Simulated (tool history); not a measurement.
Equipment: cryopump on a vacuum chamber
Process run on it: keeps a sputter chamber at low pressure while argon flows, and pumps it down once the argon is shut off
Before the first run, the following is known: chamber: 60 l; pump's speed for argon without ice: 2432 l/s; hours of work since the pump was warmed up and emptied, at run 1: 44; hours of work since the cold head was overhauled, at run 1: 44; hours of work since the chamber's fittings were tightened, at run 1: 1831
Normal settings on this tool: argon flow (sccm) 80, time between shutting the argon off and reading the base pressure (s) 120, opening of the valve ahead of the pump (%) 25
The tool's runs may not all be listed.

| run | hour | argon flow (sccm) | time between shutting the argon off and reading the base pressure (s) | opening of the valve ahead of the pump (%) | hours of work since the pump was warmed up and emptied | hours of work since the cold head was overhauled | hours of work since the chamber's fittings were tightened | pressure while argon flows (Pa) | pressure after the wait (uPa) |
|---|---|---|---|---|---|---|---|---|---|
| 1 | 0.0 | 80 | 120 | 25 | 44 | 44 | 1831 | 0.2250 | 1.40 |
| 2 | 29.5 | 80 | 120 | 25 | 68 | 68 | 1855 | 0.2261 | 1.41 |
| 3 | 61.3 | 80 | 120 | 55 | 94 | 94 | 1881 | 0.1054 | 1.45 |
| 4 | 81.6 | 80 | 120 | 25 | 110 | 110 | 1897 | 0.2284 | 1.51 |
| 5 | 110.0 | 80 | 120 | 25 | 134 | 134 | 1920 | 0.2289 | 1.51 |
| 6 | 127.8 | 80 | 120 | 25 | 148 | 148 | 1935 | 0.2321 | 1.57 |
| 7 | 157.8 | 80 | 120 | 53 | 172 | 172 | 1959 | 0.1142 | 1.62 |
| 8 | 186.8 | 80 | 120 | 25 | 196 | 196 | 1983 | 0.2332 | 1.70 |
| 9 | 215.6 | 80 | 120 | 25 | 219 | 219 | 2006 | 0.2348 | 1.65 |
| 10 | 239.7 | 80 | 120 | 25 | 239 | 239 | 2026 | 0.2372 | 1.77 |
| 11 | 254.9 | 80 | 120 | 25 | 251 | 251 | 2038 | 0.2372 | 1.75 |
| 12 | 283.3 | 80 | 120 | 25 | 274 | 274 | 2061 | 0.2413 | 1.80 |
| 13 | 308.9 | 80 | 120 | 25 | 295 | 295 | 2082 | 0.2394 | 1.90 |
| 14 | 325.9 | 80 | 120 | 25 | 309 | 309 | 2096 | 0.2431 | 1.89 |
| 15 | 346.4 | 62 | 120 | 25 | 326 | 326 | 2113 | 0.1887 | 1.96 |
| 16 | 371.6 | 80 | 120 | 23 | 346 | 346 | 2133 | 0.2640 | 1.94 |
| 17 | 400.5 | 80 | 120 | 23 | 370 | 370 | 2157 | 0.2681 | 2.07 |
|  | 410.5 | pump warmed up, emptied and cooled again |
| 18 | 431.3 | 80 | 120 | 31 | 17 | 391 | 2178 | 0.1814 | 1.57 |
| 19 | 451.8 | 80 | 22 | 37 | 34 | 408 | 2194 | 0.1517 | 3.24 |
| 20 | 480.4 | 63 | 211 | 37 | 57 | 431 | 2218 | 0.1205 | 1.38 |
| 21 | 495.0 | 95 | 99 | 23 | 69 | 443 | 2229 | 0.2916 | 1.72 |
| 22 | 526.4 | 95 | 99 | 23 | 94 | 468 | 2255 | 0.2947 | 1.78 |
| 23 | 546.6 | 86 | 137 | 38 | 111 | 485 | 2271 | 0.1639 | 1.65 |
| 24 | 571.5 | 80 | 152 | 50 | 131 | 505 | 2292 | 0.1178 | 1.67 |
| 25 | 590.2 | 80 | 42 | 50 | 146 | 520 | 2307 | 0.1185 | 2.47 |
| 26 | 622.1 | 124 | 22 | 42 | 172 | 546 | 2333 | 0.2211 | 3.48 |
| 27 | 647.6 | 93 | 96 | 17 | 193 | 567 | 2354 | 0.3933 | 1.97 |
| 28 | 665.4 | 83 | 120 | 59 | 207 | 581 | 2368 | 0.1109 | 1.87 |
| 29 | 688.9 | 42 | 120 | 59 | 226 | 600 | 2387 | 0.0559 | 1.90 |
| 30 | 712.8 | 90 | 76 | 18 | 246 | 620 | 2407 | 0.3640 | 2.17 |
| 31 | 738.2 | 75 | 48 | 18 | 267 | 641 | 2427 | 0.3054 | 2.53 |
| 32 | 764.5 | 51 | 133 | 45 | 288 | 662 | 2449 | 0.0900 | 2.02 |
| 33 | 790.4 | 35 | 21 | 45 | 309 | 683 | 2470 | 0.0634 | 3.93 |

What if the next run were any one of these 3? Each begins from the tool's condition after run 33:
| A | 814.1 | 99 | 52 | 25 | 328 | 702 | 2489 | ? | ? |
| B | 814.1 | 35 | 44 | 45 | 328 | 702 | 2489 | ? | ? |
| C | 814.1 | 132 | 38 | 35 | 328 | 702 | 2489 | ? | ? |

| run | pressure while argon flows (Pa) | pressure after the wait (uPa) |
|---|---|---|
| A | 0.3028 | 2.63 |
| B | 0.0631 | 2.82 |
| C | 0.2978 | 2.97 |
With the hidden condition removed and each run's random variation left untouched, the same runs would have given:
| run | pressure while argon flows (Pa) | pressure after the wait (uPa) |
|---|---|---|
| A | 0.2762 | 0.98 |
| B | 0.0538 | 1.16 |
| C | 0.2625 | 1.31 |

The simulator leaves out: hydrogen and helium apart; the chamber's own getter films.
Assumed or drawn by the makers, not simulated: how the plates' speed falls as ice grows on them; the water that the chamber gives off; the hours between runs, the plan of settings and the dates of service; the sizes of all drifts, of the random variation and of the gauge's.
